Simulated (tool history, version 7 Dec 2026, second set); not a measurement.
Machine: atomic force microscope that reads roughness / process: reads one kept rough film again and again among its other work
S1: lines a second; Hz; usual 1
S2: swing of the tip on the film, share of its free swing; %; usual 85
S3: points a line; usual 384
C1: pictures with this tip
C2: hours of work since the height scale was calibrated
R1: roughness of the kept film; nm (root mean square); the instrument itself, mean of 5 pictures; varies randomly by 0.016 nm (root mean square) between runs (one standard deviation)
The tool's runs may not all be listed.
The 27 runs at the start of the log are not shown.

| run | day | S1 | S2 | S3 | C1 | C2 | R1 |
|---|---|---|---|---|---|---|---|
| 28 | 46.529 | 3.21 | 79 | 268 | 217 | 273 | 2.822 |
| 29 | 47.812 | 3.34 | 62 | 454 | 275 | 293 | 3.093 |
|  | 48.104 | new tip fitted |
| 30 | 49.446 | 3.34 | 62 | 454 | 61 | 319 | 3.625 |
| 31 | 50.912 | 2.02 | 59 | 606 | 128 | 342 | 3.609 |
| 32 | 52.246 | 0.51 | 70 | 384 | 189 | 363 | 3.51 |
|  | 54.388 | new tip fitted |
| 33 | 54.388 | 3.11 | 80 | 381 | 0 | 397 | 3.352 |
| 34 | 56.708 | 0.82 | 78 | 776 | 106 | 433 | 3.617 |
| 35 | 57.992 | 0.77 | 89 | 828 | 164 | 453 | 3.331 |
| 36 | 59.742 | 3.7 | 74 | 384 | 244 | 481 | 2.799 |
|  | 60.825 | new tip fitted |
| 37 | 60.862 | 1.73 | 85 | 393 | 2 | 498 | 3.533 |
| 38 | 63.071 | 1 | 75 | 524 | 103 | 533 | 3.61 |
| 39 | 65.225 | 1 | 64 | 841 | 201 | 567 | 3.427 |
| 40 | 66.529 | 1.6 | 72 | 841 | 260 | 588 | 3.171 |
|  | 67.179 | new tip fitted |
| 41 | 67.867 | 1 | 85 | 259 | 32 | 608 | 3.655 |
| 42 | 70.221 | 2.87 | 67 | 542 | 139 | 646 | 3.345 |
| 43 | 72.392 | 2.87 | 67 | 542 | 238 | 680 | 3.109 |
|  | 73.542 | new tip fitted |
| 44 | 74.038 | 2.55 | 83 | 414 | 23 | 705 | 3.271 |

Predict each of these 3 candidate next runs independently; none follows another, all start after run 44:
| A | 76.404 | 1 | 61 | 384 | 130 | 743 | ? |
| B | 76.404 | 1 | 59 | 384 | 130 | 743 | ? |
| C | 76.404 | 1.29 | 85 | 625 | 130 | 743 | ? |

| run | R1 |
|---|---|
| A | 3.57 |
| B | 3.563 |
| C | 3.248 |
Without the tool's unlogged condition, the same runs would have read:
| run | R1 |
|---|---|
| A | 4.126 |
| B | 4.118 |
| C | 3.756 |
